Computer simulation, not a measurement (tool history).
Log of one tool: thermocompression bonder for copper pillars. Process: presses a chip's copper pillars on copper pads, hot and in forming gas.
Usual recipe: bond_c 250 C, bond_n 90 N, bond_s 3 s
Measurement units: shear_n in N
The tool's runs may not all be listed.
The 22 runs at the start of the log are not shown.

run	hour	bond_c	bond_n	bond_s	hours of work since the heater was calibrated	hours of work since the force cell was calibrated	hours of work since the gas filter was changed	shear_n
23	452.9	255	65	3	721	19	143	49.9
24	478.6	250	74	5	733	31	155	59.5
25	498.1	250	74	6	743	40	164	63.1
26	520	250	63	3	753	51	175	46
27	536.1	250	99	5	761	59	183	65.2
28	554.2	242	126	8	769	67	191	73.7
29	571.1	249	63	3	778	75	199	44.6
# hour 583.7: force cell calibrated, once more
30	588.6	229	130	9	785	2	207	65.4
31	612.2	229	130	9	797	14	218	65.6
32	626.2	264	114	3	803	20	225	68.8
33	649.8	227	61	8	815	32	236	44.5
34	664.2	227	61	8	821	39	243	44.4
35	684.6	250	99	3	831	48	253	54
36	703.7	251	89	2	840	57	262	44.6
37	732.9	243	63	2	854	71	276	33.6
38	747.1	273	76	2	861	78	283	55.5
39	772.6	273	76	2	873	90	295	55.3

Here are 3 independent what-if runs from the current tool condition. What would each one return?
# hour 775.3: forming gas filter changed
A	788.7	250	70	2	881	98	6	?
# hour 775.3: forming gas filter changed
B	788.7	262	60	3	881	98	6	?
# hour 775.3: forming gas filter changed
C	788.7	273	76	2	881	98	6	?

run	shear_n
A	40.5
B	52.5
C	58.7
With no hidden state in the tool, these same runs would have given:
run	shear_n
A	46.5
B	59
C	65.3
